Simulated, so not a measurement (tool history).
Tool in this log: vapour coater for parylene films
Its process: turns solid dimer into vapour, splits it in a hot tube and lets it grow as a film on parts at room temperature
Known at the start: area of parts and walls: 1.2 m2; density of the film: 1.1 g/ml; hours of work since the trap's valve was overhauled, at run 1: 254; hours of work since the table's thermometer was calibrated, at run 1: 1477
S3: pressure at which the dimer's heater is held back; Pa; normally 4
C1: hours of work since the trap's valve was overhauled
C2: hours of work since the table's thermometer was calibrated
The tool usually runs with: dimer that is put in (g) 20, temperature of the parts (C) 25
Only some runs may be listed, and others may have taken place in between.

Run 1, hour 0: usual settings; C1 254; C2 1477. Result: thickness of the film (µm) 10.01.
Run 2, hour 45.4: usual settings but temperature of the parts (C) 24; C1 287; C2 1510. Result: thickness of the film (µm) 9.89.
At hour 93.7: trap's valve overhauled.
Run 3, hour 106.8: usual settings but temperature of the parts (C) 31; C1 10; C2 1552. Result: thickness of the film (µm) 9.92.
Run 4, hour 155.5: usual settings but temperature of the parts (C) 31; C1 45; C2 1587. Result: thickness of the film (µm) 9.92.
Run 5, hour 210.2: usual settings; C1 85; C2 1627. Result: thickness of the film (µm) 10.95.
Run 6, hour 256.2: usual settings but dimer that is put in (g) 15; C1 118; C2 1660. Result: thickness of the film (µm) 8.08.
Run 7, hour 298: usual settings but S3 2.05 Pa; C1 148; C2 1691. Result: thickness of the film (µm) 11.58.
Run 8, hour 351.9: usual settings but S3 2.05 Pa; C1 188; C2 1730. Result: thickness of the film (µm) 11.43.
Run 9, hour 387.4: usual settings but dimer that is put in (g) 11, temperature of the parts (C) 27, S3 4.25 Pa; C1 213; C2 1756. Result: thickness of the film (µm) 5.39.
Run 10, hour 444.2: usual settings but temperature of the parts (C) 18, S3 11.97 Pa; C1 255; C2 1797. Result: thickness of the film (µm) 9.83.
Run 11, hour 474.8: usual settings but dimer that is put in (g) 10, temperature of the parts (C) 18, S3 7.46 Pa; C1 277; C2 1819. Result: thickness of the film (µm) 5.13.
Run 12, hour 514.2: usual settings but dimer that is put in (g) 12; C1 306; C2 1848. Result: thickness of the film (µm) 5.85.
At hour 538.7: trap's valve overhauled.
Run 13, hour 560.5: usual settings but temperature of the parts (C) 22; C1 16; C2 1879. Result: thickness of the film (µm) 11.81.
At hour 591.5: table's thermometer calibrated.
Run 14, hour 607.6: usual settings but dimer that is put in (g) 23, temperature of the parts (C) 35, S3 6.73 Pa; C1 49; C2 12. Result: thickness of the film (µm) 10.11.
Run 15, hour 651.2: usual settings but dimer that is put in (g) 9, temperature of the parts (C) 20, S3 5.33 Pa; C1 81; C2 43. Result: thickness of the film (µm) 5.29.

Pick out some run-to-run changes in thickness of the film (µm). Of each, how much would a tool without hidden state show as well, from the settings, what came in and chance, and how much is left for the hidden state and any gauge scatter not in both results compared?
The tool's hidden condition here consists of: vapour lost through the trap's worn valve, %; true temperature of the parts over the reading, C; drift of the gauge itself on film_um, %.
Run 2 -> 3: temperature of the parts (C) 24 -> 31, trap's valve overhauled. thickness of the film (µm) +0.03: hidden state +1.48, all else -1.45.
Run 8 -> 9: dimer that is put in (g) 20 -> 11, temperature of the parts (C) 25 -> 27, S3 2.05 -> 4.25. thickness of the film (µm) -6.04: hidden state +0.6, all else -6.64.
